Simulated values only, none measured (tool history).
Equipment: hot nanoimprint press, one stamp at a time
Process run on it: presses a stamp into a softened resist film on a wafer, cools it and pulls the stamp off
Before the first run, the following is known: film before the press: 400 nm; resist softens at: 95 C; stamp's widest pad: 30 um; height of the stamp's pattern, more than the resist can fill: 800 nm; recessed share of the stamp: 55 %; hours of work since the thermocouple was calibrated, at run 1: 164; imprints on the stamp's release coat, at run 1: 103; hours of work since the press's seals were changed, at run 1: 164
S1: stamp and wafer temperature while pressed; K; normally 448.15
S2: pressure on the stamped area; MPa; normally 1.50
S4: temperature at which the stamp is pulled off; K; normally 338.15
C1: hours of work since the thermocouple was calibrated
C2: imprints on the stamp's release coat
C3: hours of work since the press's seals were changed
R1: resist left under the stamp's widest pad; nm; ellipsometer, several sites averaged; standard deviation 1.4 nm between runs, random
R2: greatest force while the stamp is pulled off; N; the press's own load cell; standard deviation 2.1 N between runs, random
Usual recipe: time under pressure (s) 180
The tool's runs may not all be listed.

Run 1, hour 0.0: usual settings; C1 164; C2 103; C3 164. Result: R1 223.3 nm, R2 97 N.
Run 2, hour 8.7: usual settings; C1 170; C2 132; C3 170. Result: R1 224.4 nm, R2 95 N.
Run 3, hour 17.6: usual settings; C1 175; C2 162; C3 175. Result: R1 225.6 nm, R2 98 N.
Run 4, hour 22.9: usual settings; C1 179; C2 179; C3 179. Result: R1 225.7 nm, R2 101 N.
Run 5, hour 34.3: usual settings; C1 186; C2 217; C3 186. Result: R1 226.2 nm, R2 96 N.
Run 6, hour 40.1: usual settings but S1 460.15 K; C1 189; C2 236; C3 189. Result: R1 178.7 nm, R2 99 N.
Run 7, hour 47.4: usual settings but S1 460.15 K; C1 194; C2 261; C3 194. Result: R1 177.8 nm, R2 100 N.
Run 8, hour 56.7: usual settings; C1 200; C2 292; C3 200. Result: R1 224.9 nm, R2 99 N.
Run 9, hour 64.7: usual settings but S1 446.15 K; C1 205; C2 319; C3 205. Result: R1 233.1 nm, R2 100 N.
Run 10, hour 69.6: usual settings but S1 457.15 K; C1 208; C2 335; C3 208. Result: R1 188.1 nm, R2 100 N.
Run 11, hour 78.7: usual settings but S4 333.15 K; C1 214; C2 365; C3 214. Result: R1 224.4 nm, R2 116 N.
Run 12, hour 85.4: usual settings but S1 451.15 K, S4 333.15 K; C1 218; C2 387; C3 218. Result: R1 213.5 nm, R2 112 N.
Run 13, hour 96.4: usual settings but S1 451.15 K, S4 333.15 K; C1 225; C2 424; C3 225. Result: R1 214.8 nm, R2 115 N.
Run 14, hour 102.4: usual settings but S2 1.21 MPa; C1 228; C2 444; C3 228. Result: R1 250.9 nm, R2 105 N.
Run 15, hour 108.7: usual settings but S2 1.21 MPa; C1 232; C2 465; C3 232. Result: R1 251.3 nm, R2 102 N.
Run 16, hour 118.6: usual settings but S2 1.05 MPa, S4 336.15 K; C1 239; C2 498; C3 239. Result: R1 262.5 nm, R2 107 N.
Run 17, hour 127.5: usual settings but S2 1.05 MPa, S4 336.15 K; C1 244; C2 528; C3 244. Result: R1 266.3 nm, R2 106 N.
At hour 131.5: plate thermocouple calibrated.
Run 18, hour 137.5: usual settings but S2 1.05 MPa, S4 336.15 K; C1 4; C2 551; C3 249. Result: R1 266.7 nm, R2 108 N.
Run 19, hour 144.4: usual settings but S2 1.05 MPa, S4 336.15 K; C1 8; C2 574; C3 253. Result: R1 269.9 nm, R2 107 N.
Run 20, hour 153.5: usual settings but S2 1.28 MPa, time under pressure (s) 310, S4 336.15 K; C1 14; C2 604; C3 259. Result: R1 209.6 nm, R2 109 N.
Run 21, hour 161.5: usual settings but S2 1.58 MPa, time under pressure (s) 213, S4 336.15 K; C1 19; C2 631; C3 264. Result: R1 213.6 nm, R2 116 N.
At hour 175.2: plate thermocouple calibrated, once more.
Run 22, hour 175.9: usual settings but S1 437.15 K, S2 1.69 MPa, time under pressure (s) 143, S4 328.15 K; C1 0; C2 669; C3 271. Result: R1 276.7 nm, R2 134 N.
Run 23, hour 183.7: usual settings but S1 437.15 K, S2 1.69 MPa, time under pressure (s) 143, S4 328.15 K; C1 5; C2 695; C3 276. Result: R1 274.1 nm, R2 130 N.
Run 24, hour 191.2: usual settings but S1 447.15 K, S4 344.15 K; C1 10; C2 720; C3 280. Result: R1 226.7 nm, R2 85 N.
Run 25, hour 202.0: usual settings but S1 447.15 K, S4 344.15 K; C1 17; C2 755; C3 287. Result: R1 227.6 nm, R2 87 N.
Run 26, hour 208.4: usual settings but S1 443.15 K, S2 1.39 MPa, S4 341.15 K; C1 21; C2 777; C3 291. Result: R1 256.6 nm, R2 96 N.
Run 27, hour 217.6: usual settings but S1 451.15 K, S2 1.51 MPa; C1 27; C2 808; C3 297. Result: R1 209.4 nm, R2 105 N.
Run 28, hour 223.1: usual settings but S1 451.15 K, S2 1.34 MPa, time under pressure (s) 155, S4 325.15 K; C1 30; C2 826; C3 300. Result: R1 234.2 nm, R2 142 N.
Run 29, hour 231.8: usual settings but S1 451.15 K, S2 2.04 MPa, time under pressure (s) 155, S4 342.15 K; C1 36; C2 855; C3 306. Result: R1 189.3 nm, R2 93 N.

Here are 4 independent what-if runs from the current tool condition. What would each one return?
Run A, hour 243.0: usual settings but S1 451.15 K, S2 2.04 MPa, time under pressure (s) 245, S4 342.15 K; C1 43; C2 892; C3 313. Result: R1 ?, R2 ?.
Run B, hour 243.0: usual settings but S4 343.15 K; C1 43; C2 892; C3 313. Result: R1 ?, R2 ?.
Run C, hour 243.0: usual settings but S2 2.04 MPa, time under pressure (s) 155; C1 43; C2 892; C3 313. Result: R1 ?, R2 ?.
Run D, hour 243.0: usual settings but S1 458.15 K, time under pressure (s) 254, S4 345.15 K; C1 43; C2 892; C3 313. Result: R1 ?, R2 ?.

run     R1   R2
  A  163.0   96
  B  223.0   91
  C  200.5  106
  D  164.0   85
What these runs would have given with no unlogged condition in the tool:
run     R1  R2
  A  160.5  86
  B  220.8  82
  C  197.6  95
  D  162.1  76

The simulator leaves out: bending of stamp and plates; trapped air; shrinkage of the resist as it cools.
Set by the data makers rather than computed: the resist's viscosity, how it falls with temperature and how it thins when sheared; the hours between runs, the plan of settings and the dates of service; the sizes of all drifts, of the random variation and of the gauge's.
